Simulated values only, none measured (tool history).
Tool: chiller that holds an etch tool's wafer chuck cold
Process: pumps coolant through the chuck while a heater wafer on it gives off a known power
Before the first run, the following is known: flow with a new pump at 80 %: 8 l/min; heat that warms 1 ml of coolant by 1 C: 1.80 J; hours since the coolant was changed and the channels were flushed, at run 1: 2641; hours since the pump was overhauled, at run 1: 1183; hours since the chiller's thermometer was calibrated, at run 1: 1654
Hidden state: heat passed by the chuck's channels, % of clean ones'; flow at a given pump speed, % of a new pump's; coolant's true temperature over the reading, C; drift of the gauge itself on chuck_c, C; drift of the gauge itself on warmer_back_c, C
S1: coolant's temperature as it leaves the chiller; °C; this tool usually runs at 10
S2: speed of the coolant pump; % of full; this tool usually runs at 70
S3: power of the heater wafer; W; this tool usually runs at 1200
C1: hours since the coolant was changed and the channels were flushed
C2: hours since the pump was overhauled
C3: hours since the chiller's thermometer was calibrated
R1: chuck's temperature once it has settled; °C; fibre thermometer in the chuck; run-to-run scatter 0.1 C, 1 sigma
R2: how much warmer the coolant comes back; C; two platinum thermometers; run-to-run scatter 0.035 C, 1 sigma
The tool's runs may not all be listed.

{"run": 1, "hour": 0.0, "S1": 10, "S2": 70, "S3": 1200, "C1": 2641, "C2": 1183, "C3": 1654, "R1": 24.3, "R2": 5.84}
{"run": 2, "hour": 77.1, "S1": 10, "S2": 79, "S3": 1200, "C1": 2718, "C2": 1260, "C3": 1731, "R1": 22.9, "R2": 5.09}
{"run": 3, "hour": 139.4, "S1": 10, "S2": 79, "S3": 1200, "C1": 2780, "C2": 1323, "C3": 1793, "R1": 22.9, "R2": 5.14}
{"run": 4, "hour": 246.6, "S1": 10, "S2": 70, "S3": 1166, "C1": 2887, "C2": 1430, "C3": 1900, "R1": 24.0, "R2": 5.57}
{"run": 5, "hour": 303.9, "S1": 10, "S2": 70, "S3": 1166, "C1": 2945, "C2": 1487, "C3": 1958, "R1": 24.1, "R2": 5.49}
{"run": 6, "hour": 357.9, "S1": 10, "S2": 70, "S3": 806, "C1": 2999, "C2": 1541, "C3": 2012, "R1": 19.8, "R2": 3.81}
{"run": 7, "hour": 413.1, "S1": 10, "S2": 70, "S3": 1200, "C1": 3054, "C2": 1596, "C3": 2067, "R1": 24.4, "R2": 5.7}
{"run": 8, "hour": 470.9, "S1": 10, "S2": 70, "S3": 1200, "C1": 3112, "C2": 1654, "C3": 2125, "R1": 24.6, "R2": 5.77}
{"run": 9, "hour": 555.9, "S1": 10, "S2": 70, "S3": 1200, "C1": 3197, "C2": 1739, "C3": 2210, "R1": 24.6, "R2": 5.71}
{"run": 10, "hour": 644.0, "S1": 10, "S2": 70, "S3": 1209, "C1": 3285, "C2": 1827, "C3": 2298, "R1": 24.7, "R2": 5.73}
{"run": 11, "hour": 751.5, "S1": 10, "S2": 70, "S3": 1209, "C1": 3392, "C2": 1935, "C3": 2405, "R1": 24.6, "R2": 5.77}
{"run": 12, "hour": 802.4, "S1": 10, "S2": 70, "S3": 1209, "C1": 3443, "C2": 1986, "C3": 2456, "R1": 24.7, "R2": 5.74}
{"run": 13, "hour": 886.2, "S1": 10, "S2": 70, "S3": 1209, "C1": 3527, "C2": 2069, "C3": 2540, "R1": 24.5, "R2": 5.71}
{"run": 14, "hour": 967.6, "S1": 10, "S2": 70, "S3": 680, "C1": 3608, "C2": 2151, "C3": 2621, "R1": 18.3, "R2": 3.08}
{"run": 15, "hour": 1075.9, "S1": 15, "S2": 72, "S3": 686, "C1": 3717, "C2": 2259, "C3": 2730, "R1": 23.2, "R2": 3.01}
{"run": 16, "hour": 1151.0, "S1": 19, "S2": 63, "S3": 767, "C1": 3792, "C2": 2334, "C3": 2805, "R1": 29.0, "R2": 3.93}

What does the tool deliver on the next run?
{"run": 17, "hour": 1224.6, "S1": 6, "S2": 63, "S3": 767, "C1": 3865, "C2": 2408, "C3": 2879, "R1": "?", "R2": "?"}

{"run 17": {"R1": 16.2, "R2": 3.98}}
Take away the tool's hidden state, keep the run-to-run variation as it was, and the same run would have given R1 16.2 °C, R2 4.19 C.
